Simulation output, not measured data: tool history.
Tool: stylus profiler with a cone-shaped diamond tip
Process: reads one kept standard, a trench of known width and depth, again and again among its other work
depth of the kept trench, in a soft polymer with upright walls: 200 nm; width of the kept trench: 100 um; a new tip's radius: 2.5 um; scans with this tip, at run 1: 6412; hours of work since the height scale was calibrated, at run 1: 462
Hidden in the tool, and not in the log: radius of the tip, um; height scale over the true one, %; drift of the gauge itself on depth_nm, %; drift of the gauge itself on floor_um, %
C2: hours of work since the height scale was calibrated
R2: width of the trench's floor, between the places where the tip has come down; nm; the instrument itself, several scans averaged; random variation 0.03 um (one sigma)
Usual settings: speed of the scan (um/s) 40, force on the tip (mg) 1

{"run": 1, "hour": 0.0, "speed of the scan (um/s)": 40, "force on the tip (mg)": 1, "scans with this tip": 6412, "C2": 462, "depth of the trench (Å)": 2006.2, "R2": 97230}
{"run": 2, "hour": 34.7, "speed of the scan (um/s)": 40, "force on the tip (mg)": 1, "scans with this tip": 6694, "C2": 482, "depth of the trench (Å)": 2005.8, "R2": 97160}
{"run": 3, "hour": 53.8, "speed of the scan (um/s)": 95, "force on the tip (mg)": 1, "scans with this tip": 6848, "C2": 494, "depth of the trench (Å)": 2006.7, "R2": 96700}
{"run": 4, "hour": 80.2, "speed of the scan (um/s)": 95, "force on the tip (mg)": 1, "scans with this tip": 7062, "C2": 509, "depth of the trench (Å)": 2006.1, "R2": 96620}
{"run": 5, "hour": 101.6, "speed of the scan (um/s)": 95, "force on the tip (mg)": 1, "scans with this tip": 7235, "C2": 521, "depth of the trench (Å)": 2006.1, "R2": 96650}
{"run": 6, "hour": 125.4, "speed of the scan (um/s)": 133, "force on the tip (mg)": 1, "scans with this tip": 7428, "C2": 535, "depth of the trench (Å)": 2006.1, "R2": 96290}
{"run": 7, "hour": 159.5, "speed of the scan (um/s)": 40, "force on the tip (mg)": 1, "scans with this tip": 7704, "C2": 555, "depth of the trench (Å)": 2005.6, "R2": 97090}
{"run": 8, "hour": 198.6, "speed of the scan (um/s)": 40, "force on the tip (mg)": 1, "scans with this tip": 8020, "C2": 578, "depth of the trench (Å)": 2005.9, "R2": 97060}
{"run": 9, "hour": 225.3, "speed of the scan (um/s)": 40, "force on the tip (mg)": 1, "scans with this tip": 8237, "C2": 594, "depth of the trench (Å)": 2005.6, "R2": 97050}
{"run": 10, "hour": 250.3, "speed of the scan (um/s)": 40, "force on the tip (mg)": 1, "scans with this tip": 8440, "C2": 608, "depth of the trench (Å)": 2005.5, "R2": 97030}
{"run": 11, "hour": 277.7, "speed of the scan (um/s)": 40, "force on the tip (mg)": 1.31, "scans with this tip": 8661, "C2": 624, "depth of the trench (Å)": 2006.7, "R2": 97080}
{"run": 12, "hour": 296.5, "speed of the scan (um/s)": 40, "force on the tip (mg)": 1, "scans with this tip": 8813, "C2": 635, "depth of the trench (Å)": 2005.6, "R2": 97020}
{"run": 13, "hour": 330.7, "speed of the scan (um/s)": 13, "force on the tip (mg)": 0.83, "scans with this tip": 9091, "C2": 655, "depth of the trench (Å)": 2005, "R2": 97270}
{"run": 14, "hour": 358.3, "speed of the scan (um/s)": 125, "force on the tip (mg)": 0.99, "scans with this tip": 9314, "C2": 671, "depth of the trench (Å)": 2004.8, "R2": 96180}
{"run": 15, "hour": 374.8, "speed of the scan (um/s)": 44, "force on the tip (mg)": 0.35, "scans with this tip": 9448, "C2": 681, "depth of the trench (Å)": 2002, "R2": 96670}
{"run": 16, "hour": 393.1, "speed of the scan (um/s)": 39, "force on the tip (mg)": 0.84, "scans with this tip": 9596, "C2": 692, "depth of the trench (Å)": 2005, "R2": 96980}
{"run": 17, "hour": 413.5, "speed of the scan (um/s)": 11, "force on the tip (mg)": 1.04, "scans with this tip": 9761, "C2": 704, "depth of the trench (Å)": 2006.1, "R2": 97170}
{"run": 18, "hour": 438.6, "speed of the scan (um/s)": 11, "force on the tip (mg)": 1.04, "scans with this tip": 9964, "C2": 718, "depth of the trench (Å)": 2004.5, "R2": 97160}
{"run": 19, "hour": 466.0, "speed of the scan (um/s)": 11, "force on the tip (mg)": 1.04, "scans with this tip": 10187, "C2": 734, "depth of the trench (Å)": 2005.9, "R2": 97170}
{"run": 20, "hour": 482.7, "speed of the scan (um/s)": 79, "force on the tip (mg)": 2.87, "scans with this tip": 10322, "C2": 744, "depth of the trench (Å)": 2012.5, "R2": 96850}
{"run": 21, "hour": 521.2, "speed of the scan (um/s)": 79, "force on the tip (mg)": 2.87, "scans with this tip": 10633, "C2": 766, "depth of the trench (Å)": 2011.9, "R2": 96930}
{"run": 22, "hour": 553.9, "speed of the scan (um/s)": 83, "force on the tip (mg)": 1.22, "scans with this tip": 10898, "C2": 785, "depth of the trench (Å)": 2005.4, "R2": 96620}
{"run": 23, "hour": 593.5, "speed of the scan (um/s)": 35, "force on the tip (mg)": 0.79, "scans with this tip": 11219, "C2": 809, "depth of the trench (Å)": 2004.5, "R2": 96890}

Some steps in depth of the trench (Å) between neighbouring runs. How much of each would the tool show without its hidden state too (settings, what came in, random variation), and how much is left for the hidden state, with any gauge scatter that isn't in both results?
Run 1 -> 2: no setting changed, nothing entered. depth of the trench (Å) -0.4: hidden state -0.1, all else -0.3.
Run 4 -> 5: no setting changed, nothing entered. depth of the trench (Å) +0: hidden state -0.1, all else +0.1.
Run 19 -> 20: speed of the scan (um/s) 11 -> 79, force on the tip (mg) 1.04 -> 2.87. depth of the trench (Å) +6.6: hidden state -0.1, all else +6.7.
Run 21 -> 22: speed of the scan (um/s) 79 -> 83, force on the tip (mg) 2.87 -> 1.22. depth of the trench (Å) -6.5: hidden state +0, all else -6.5.

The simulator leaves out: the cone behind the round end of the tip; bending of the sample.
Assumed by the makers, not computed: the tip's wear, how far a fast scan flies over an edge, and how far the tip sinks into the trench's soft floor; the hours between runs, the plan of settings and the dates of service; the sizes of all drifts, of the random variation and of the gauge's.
